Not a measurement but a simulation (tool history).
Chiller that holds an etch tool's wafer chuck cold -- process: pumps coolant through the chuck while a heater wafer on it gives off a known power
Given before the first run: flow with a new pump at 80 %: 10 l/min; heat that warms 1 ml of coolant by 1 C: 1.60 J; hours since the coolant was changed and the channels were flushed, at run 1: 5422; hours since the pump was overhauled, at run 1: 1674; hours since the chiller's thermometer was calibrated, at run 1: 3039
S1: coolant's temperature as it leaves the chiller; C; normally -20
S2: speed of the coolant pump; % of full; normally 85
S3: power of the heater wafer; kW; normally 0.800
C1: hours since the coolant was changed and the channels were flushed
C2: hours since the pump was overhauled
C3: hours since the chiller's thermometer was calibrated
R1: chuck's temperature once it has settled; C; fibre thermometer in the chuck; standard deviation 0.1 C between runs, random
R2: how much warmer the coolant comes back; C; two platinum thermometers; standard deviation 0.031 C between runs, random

run 1 day=0.000 | S1=-20 S2=85 S3=0.800 | C1=5422 C2=1674 C3=3039 | R1=-13.4 R2=2.86
run 2 day=2.008 | S1=-20 S2=85 S3=0.800 | C1=5470 C2=1722 C3=3087 | R1=-13.6 R2=2.88
run 3 day=4.125 | S1=-20 S2=85 S3=0.800 | C1=5521 C2=1773 C3=3138 | R1=-13.4 R2=2.86
run 4 day=6.671 | S1=-20 S2=85 S3=0.800 | C1=5582 C2=1834 C3=3199 | R1=-13.4 R2=2.85
run 5 day=8.029 | S1=-20 S2=85 S3=0.800 | C1=5614 C2=1866 C3=3231 | R1=-13.4 R2=2.84
run 6 day=10.617 | S1=-20 S2=85 S3=0.800 | C1=5676 C2=1928 C3=3293 | R1=-13.3 R2=2.84
run 7 day=13.058 | S1=-20 S2=85 S3=0.800 | C1=5735 C2=1987 C3=3352 | R1=-13.1 R2=2.91
run 8 day=16.271 | S1=-20 S2=85 S3=0.800 | C1=5812 C2=2064 C3=3429 | R1=-13.2 R2=2.89
run 9 day=17.638 | S1=-20 S2=85 S3=0.800 | C1=5845 C2=2097 C3=3462 | R1=-13.3 R2=2.94
run 10 day=20.029 | S1=-18 S2=94 S3=0.780 | C1=5902 C2=2154 C3=3519 | R1=-12.1 R2=2.54
run 11 day=22.158 | S1=-18 S2=94 S3=0.780 | C1=5953 C2=2205 C3=3571 | R1=-12.0 R2=2.52
run 12 day=23.642 | S1=-18 S2=94 S3=0.780 | C1=5989 C2=2241 C3=3606 | R1=-11.7 R2=2.57
run 13 day=25.975 | S1=-16 S2=85 S3=0.840 | C1=6045 C2=2297 C3=3662 | R1=-9.0 R2=2.98
-- day=27.958 coolant changed, channels flushed
run 14 day=29.450 | S1=-12 S2=85 S3=0.840 | C1=36 C2=2374 C3=3740 | R1=-5.5 R2=3.03
run 15 day=32.371 | S1=-26 S2=85 S3=0.712 | C1=106 C2=2444 C3=3810 | R1=-20.4 R2=2.53
run 16 day=34.579 | S1=-26 S2=85 S3=0.712 | C1=159 C2=2497 C3=3863 | R1=-20.4 R2=2.55
run 17 day=36.275 | S1=-15 S2=90 S3=0.427 | C1=200 C2=2538 C3=3903 | R1=-11.5 R2=1.46
run 18 day=37.808 | S1=-13 S2=85 S3=0.800 | C1=236 C2=2575 C3=3940 | R1=-6.8 R2=2.86

4 ways to go on from here, each from the tool as it stands after run 18. What would each give?
run A day=39.171 | S1=-28 S2=65 S3=0.747 | C1=269 C2=2608 C3=3973 | R1=? R2=?
run B day=39.171 | S1=-13 S2=85 S3=0.678 | C1=269 C2=2608 C3=3973 | R1=? R2=?
run C day=39.171 | S1=-13 S2=81 S3=0.800 | C1=269 C2=2608 C3=3973 | R1=? R2=?
run D day=39.171 | S1=-29 S2=85 S3=0.800 | C1=269 C2=2608 C3=3973 | R1=? R2=?

run=A R1=-20.9 R2=3.49
run=B R1=-7.7 R2=2.41
run=C R1=-6.6 R2=3.03
run=D R1=-22.8 R2=2.91
With the hidden condition removed and each run's random variation left untouched, the same runs would have given:
run=A R1=-21.8 R2=3.42
run=B R1=-8.5 R2=2.36
run=C R1=-7.4 R2=2.97
run=D R1=-23.6 R2=2.84
